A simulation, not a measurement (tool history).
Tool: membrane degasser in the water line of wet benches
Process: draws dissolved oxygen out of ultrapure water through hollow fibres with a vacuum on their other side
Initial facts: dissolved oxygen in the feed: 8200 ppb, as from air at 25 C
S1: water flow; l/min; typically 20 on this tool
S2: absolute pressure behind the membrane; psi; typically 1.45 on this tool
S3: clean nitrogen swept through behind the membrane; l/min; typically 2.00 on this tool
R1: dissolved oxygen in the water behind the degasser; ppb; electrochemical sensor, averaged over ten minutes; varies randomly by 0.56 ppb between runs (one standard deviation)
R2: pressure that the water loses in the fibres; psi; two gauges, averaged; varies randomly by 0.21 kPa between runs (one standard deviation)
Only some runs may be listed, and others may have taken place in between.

run 1 hour=0.0 | S1=20 S2=1.45 S3=2.00 | R1=163.9 R2=6.997
run 2 hour=145.6 | S1=20 S2=1.45 S3=2.00 | R1=164.4 R2=6.995
run 3 hour=295.1 | S1=20 S2=1.45 S3=2.00 | R1=163.3 R2=6.989
run 4 hour=427.0 | S1=13 S2=1.45 S3=2.00 | R1=108.8 R2=4.564
run 5 hour=526.3 | S1=13 S2=1.45 S3=2.00 | R1=109.3 R2=4.503
-- hour=536.7 vacuum gauge calibrated
run 6 hour=603.1 | S1=20 S2=1.99 S3=2.00 | R1=247.8 R2=6.992
run 7 hour=707.1 | S1=20 S2=1.99 S3=2.00 | R1=250.0 R2=7.001
run 8 hour=777.3 | S1=20 S2=1.99 S3=2.00 | R1=248.6 R2=6.986
run 9 hour=865.6 | S1=20 S2=1.45 S3=2.00 | R1=165.5 R2=7.000
run 10 hour=947.6 | S1=20 S2=1.45 S3=2.00 | R1=165.9 R2=7.001
run 11 hour=1068.7 | S1=20 S2=1.45 S3=2.00 | R1=164.5 R2=7.010
-- hour=1152.5 vacuum gauge calibrated, once more
run 12 hour=1165.9 | S1=20 S2=1.45 S3=3.43 | R1=97.8 R2=7.013
run 13 hour=1280.7 | S1=20 S2=1.45 S3=3.43 | R1=98.1 R2=7.015
run 14 hour=1410.9 | S1=20 S2=1.45 S3=5.31 | R1=64.8 R2=6.971
run 15 hour=1492.2 | S1=20 S2=1.45 S3=3.17 | R1=105.7 R2=7.029
run 16 hour=1599.9 | S1=19 S2=1.45 S3=2.00 | R1=152.7 R2=6.730
run 17 hour=1684.6 | S1=27 S2=3.48 S3=3.14 | R1=418.4 R2=9.503
run 18 hour=1768.0 | S1=27 S2=3.48 S3=3.14 | R1=417.2 R2=9.517
run 19 hour=1845.6 | S1=13 S2=3.34 S3=0.96 | R1=594.2 R2=4.554
run 20 hour=1975.0 | S1=22 S2=1.45 S3=1.25 | R1=268.6 R2=7.757
run 21 hour=2071.5 | S1=29 S2=2.83 S3=1.83 | R1=572.9 R2=10.192
run 22 hour=2147.9 | S1=20 S2=1.03 S3=2.00 | R1=94.4 R2=7.072
run 23 hour=2287.0 | S1=20 S2=1.03 S3=2.00 | R1=95.0 R2=7.046
run 24 hour=2355.7 | S1=19 S2=2.87 S3=3.82 | R1=201.8 R2=6.749
run 25 hour=2440.5 | S1=19 S2=2.87 S3=3.82 | R1=200.7 R2=6.688
run 26 hour=2544.5 | S1=32 S2=1.65 S3=2.00 | R1=313.4 R2=11.322
run 27 hour=2696.8 | S1=16 S2=1.64 S3=4.99 | R1=65.3 R2=5.596
run 28 hour=2783.4 | S1=18 S2=1.64 S3=4.37 | R1=83.5 R2=6.374
run 29 hour=2893.2 | S1=21 S2=1.29 S3=1.26 | R1=216.1 R2=7.403
run 30 hour=2973.0 | S1=12 S2=2.20 S3=2.42 | R1=147.3 R2=4.231
run 31 hour=3078.8 | S1=29 S2=3.19 S3=2.42 | R1=518.7 R2=10.254

Expected results for the next run?
run 32 hour=3154.7 | S1=17 S2=2.10 S3=3.83 | R1=? R2=?

Logged for run 32: R1 123.7 ppb, R2 6.031 psi.
On a tool with no hidden condition, and with the same random variation, this run would have come out at R1 121.2 ppb, R2 5.925 psi.

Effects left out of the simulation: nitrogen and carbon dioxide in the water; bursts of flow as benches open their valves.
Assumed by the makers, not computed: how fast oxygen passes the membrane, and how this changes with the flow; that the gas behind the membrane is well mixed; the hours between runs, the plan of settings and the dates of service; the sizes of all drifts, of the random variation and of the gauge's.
